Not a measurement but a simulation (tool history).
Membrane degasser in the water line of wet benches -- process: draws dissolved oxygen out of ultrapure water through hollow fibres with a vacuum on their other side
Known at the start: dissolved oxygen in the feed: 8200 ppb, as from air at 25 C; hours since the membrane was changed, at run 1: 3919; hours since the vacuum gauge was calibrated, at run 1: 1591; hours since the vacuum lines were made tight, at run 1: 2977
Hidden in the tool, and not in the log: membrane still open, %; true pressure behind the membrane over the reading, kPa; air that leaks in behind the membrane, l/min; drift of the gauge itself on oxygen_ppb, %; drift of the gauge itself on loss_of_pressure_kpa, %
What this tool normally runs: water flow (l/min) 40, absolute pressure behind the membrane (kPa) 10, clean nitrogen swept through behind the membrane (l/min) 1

run	hour	water flow (l/min)	absolute pressure behind the membrane (kPa)	clean nitrogen swept through behind the membrane (l/min)	hours since the membrane was changed	hours since the vacuum gauge was calibrated	hours since the vacuum lines were made tight	dissolved oxygen in the water behind the degasser (ppb)	pressure that the water loses in the fibres (kPa)
1	0	40	10	1	3919	1591	2977	571.4	32.57
2	112.2	40	10	1	4031	1703	3090	575	32.61
3	229.7	40	10	1	4149	1821	3207	573	32.36
4	287.3	40	10	1	4206	1878	3265	574.5	32.58
5	406.6	40	10	1	4326	1998	3384	575.5	32.49
6	499.3	40	12.9	1	4418	2090	3477	778	32.5
7	584.5	40	8.2	1	4504	2175	3562	447.5	32.65
8	638.8	40	8.2	1	4558	2230	3616	445.6	32.64
9	741.1	40	8.2	1	4660	2332	3719	444.7	32.22
10	813.3	40	8.2	1	4732	2404	3791	443.2	32.48
11	919.6	40	8.2	1	4839	2511	3897	446.9	32.41
12	996.2	40	10	1	4915	2587	3974	575.5	32.46
13	1102.4	40	10	1.51	5021	2693	4080	427.1	32.73
14	1169.1	50	10	1	5088	2760	4146	719	40.9
15	1286.1	63	10	1	5205	2877	4263	897.4	51.4
16	1381.9	63	10	1	5301	2973	4359	897.2	51.04
17	1486.1	40	23.6	0.42	5405	3077	4463	2488.1	32.58
18	1550	40	23.6	0.42	5469	3141	4527	2497.8	32.67
19	1651.2	40	23.6	0.42	5570	3242	4629	2474.4	32.52
20	1724	33	22	1	5643	3315	4701	1178.9	26.67
21	1820.8	33	22	1	5740	3412	4798	1184.6	27.02
# hour 1849.3: gauge calibrated
22	1894.2	33	22	1	5813	3485	4872	1168.4	26.91
23	2011.1	42	22	0.65	5930	3602	4988	1854.2	34.35
24	2092.4	42	22	0.65	6011	3683	5070	1850.8	34.27
25	2144.5	42	8.3	2.94	6064	3735	5122	232.8	34.15
26	2192.5	42	8.3	2.94	6112	3783	5170	233.6	34.2
27	2251.5	55	19.6	2.1	6171	3842	5229	957.6	44.4
28	2351.7	40	14.7	0.61	6271	3943	5329	1246.5	32.81
29	2418.7	41	15.7	0.46	6338	4010	5396	1616.6	33.43
30	2489.7	41	21	0.88	6409	4081	5467	1446.5	33.41
31	2581.4	41	21	0.88	6500	4172	5559	1447.7	33.4
# hour 2641: vacuum gauge calibrated
32	2675.5	41	21	0.88	6594	35	5652	1454.7	33.45

Here are 3 independent what-if runs from the current tool condition. What would each one return?
# hour 2688.2: seals of the vacuum lines changed
A	2734.8	47	15.6	0.89	6651	92	47	?	?
# hour 2688.2: seals of the vacuum lines changed
B	2734.8	41	21	1.86	6651	92	47	?	?
# hour 2688.2: seals of the vacuum lines changed
C	2734.8	46	10	1	6651	92	47	?	?

run	dissolved oxygen in the water behind the degasser (ppb)	pressure that the water loses in the fibres (kPa)
A	1192	38.27
B	850.8	33.33
C	659.4	37.68
The same runs, with their run-to-run variation unchanged, on a tool lacking any hidden condition would have given:
run	dissolved oxygen in the water behind the degasser (ppb)	pressure that the water loses in the fibres (kPa)
A	1182.6	38.24
B	844.1	33.3
C	654	37.64
